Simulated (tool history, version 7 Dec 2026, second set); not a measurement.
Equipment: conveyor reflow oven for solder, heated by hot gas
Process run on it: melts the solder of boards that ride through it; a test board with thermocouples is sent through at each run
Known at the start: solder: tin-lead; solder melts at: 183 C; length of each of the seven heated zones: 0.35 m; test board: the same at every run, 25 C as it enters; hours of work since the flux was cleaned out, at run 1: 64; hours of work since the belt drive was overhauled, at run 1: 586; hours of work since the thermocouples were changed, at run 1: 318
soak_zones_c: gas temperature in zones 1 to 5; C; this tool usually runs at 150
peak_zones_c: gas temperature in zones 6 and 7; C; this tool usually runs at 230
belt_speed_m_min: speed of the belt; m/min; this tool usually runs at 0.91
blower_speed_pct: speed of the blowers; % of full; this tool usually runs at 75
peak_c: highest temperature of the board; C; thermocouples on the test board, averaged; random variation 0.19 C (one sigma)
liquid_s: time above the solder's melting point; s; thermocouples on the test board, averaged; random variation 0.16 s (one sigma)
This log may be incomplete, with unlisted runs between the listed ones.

run	day	soak_zones_c	peak_zones_c	belt_speed_m_min	blower_speed_pct	hours of work since the flux was cleaned out	hours of work since the belt drive was overhauled	hours of work since the thermocouples were changed	peak_c	liquid_s
1	0	150	230	0.91	75	64	586	318	215.6	37
2	1.717	150	230	0.91	75	87	608	341	215.5	36.8
3	3.342	150	230	0.91	75	108	629	362	215.7	36.4
4	4.979	150	230	0.91	75	130	651	384	215.4	36.6
5	5.95	150	231	0.91	75	142	664	396	216.1	37
6	6.85	150	231	0.91	75	154	675	408	216.2	36.9
# day 8.112: flux residue cleaned out of gas plates and filters
7	8.488	150	231	0.91	75	5	694	427	217.3	37.9
8	9.283	150	231	0.91	75	15	704	437	217.2	37.8
9	10.567	150	231	0.91	75	32	721	454	217.5	37.5
10	11.35	150	230	0.91	75	42	732	464	216.1	37.3
11	12.588	150	230	0.91	75	59	748	481	216.3	37.2
12	13.492	150	242	0.91	75	70	760	493	226.6	41.5
13	14.296	150	230	0.91	79	81	770	503	216.6	37.4
14	15.096	150	230	0.91	75	92	781	514	216.1	37.3
15	16.783	150	230	0.91	75	114	803	536	215.7	36.9
16	18.062	150	241	0.993	81	130	820	552	223.4	36.6
17	19.092	150	241	0.993	81	144	833	566	223.2	36.8
18	20.092	150	230	0.91	73	157	846	579	215.2	36.8
# day 21.229: flux residue cleaned out of gas plates and filters
19	21.888	137	225	0.91	75	9	867	600	210	30.9
20	22.704	152	230	0.91	75	19	878	611	217.5	38.3
21	24.283	146	244	0.87	56	40	898	631	223.9	41.3
22	25.558	146	219	0.91	75	57	915	648	206.3	30.8
23	26.438	146	219	0.91	75	68	927	659	206.1	31.3
24	28.183	146	226	0.91	85	91	949	682	214.3	35.8
# day 29.817: thermocouples of zones 6 and 7 changed
25	30.079	148	230	0.855	85	115	973	3	218.5	40.3
26	31.746	150	221	0.984	57	137	995	25	201.8	24.9
27	33.221	145	230	0.91	75	156	1014	45	214.4	35
# day 34.346: flux residue cleaned out of gas plates and filters
28	34.546	150	230	0.91	62	3	1029	59	213.2	35.9
29	35.608	151	234	0.874	70	17	1043	73	219.6	41
30	37.2	148	243	0.805	51	37	1064	94	224.3	45.2

What differs in the tool's unlogged condition from the final listed run ahead of each entry between runs to the first listed run following it?
Between runs 6 and 7: flux residue cleaned out of gas plates and filters (day 8.112)
  heat that the gas passes to the board, % of a clean oven's: 94.4 -> 99.5; belt's true speed, % of the reading: 99.15 -> 99.12; true gas temperature in zones 6 and 7 over the reading, C: 0.52 -> 0.56
  measured result minus the result with no hidden state, peak_c: -0.7 -> +0.6 C; liquid_s: -0.1 -> +0.6 s
Between runs 18 and 19: flux residue cleaned out of gas plates and filters (day 21.229)
  heat that the gas passes to the board, % of a clean oven's: 95 -> 99.1; belt's true speed, % of the reading: 98.87 -> 98.84; true gas temperature in zones 6 and 7 over the reading, C: 0.85 -> 0.89
  measured result minus the result with no hidden state, peak_c: -0.2 -> +0.9 C; liquid_s: +0.2 -> +0.8 s
Between runs 24 and 25: thermocouples of zones 6 and 7 changed (day 29.817)
  heat that the gas passes to the board, % of a clean oven's: 96.7 -> 96.1; belt's true speed, % of the reading: 98.71 -> 98.67; true gas temperature in zones 6 and 7 over the reading, C: 1.05 -> 0.23
  measured result minus the result with no hidden state, peak_c: +0.5 -> -0.4 C; liquid_s: +0.6 -> +0.3 s
Between runs 27 and 28: flux residue cleaned out of gas plates and filters (day 34.346)
  heat that the gas passes to the board, % of a clean oven's: 94.9 -> 99; belt's true speed, % of the reading: 98.6 -> 98.58; true gas temperature in zones 6 and 7 over the reading, C: 0.32 -> 0.35
  measured result minus the result with no hidden state, peak_c: -0.6 -> +0.5 C; liquid_s: +0 -> +0.8 s
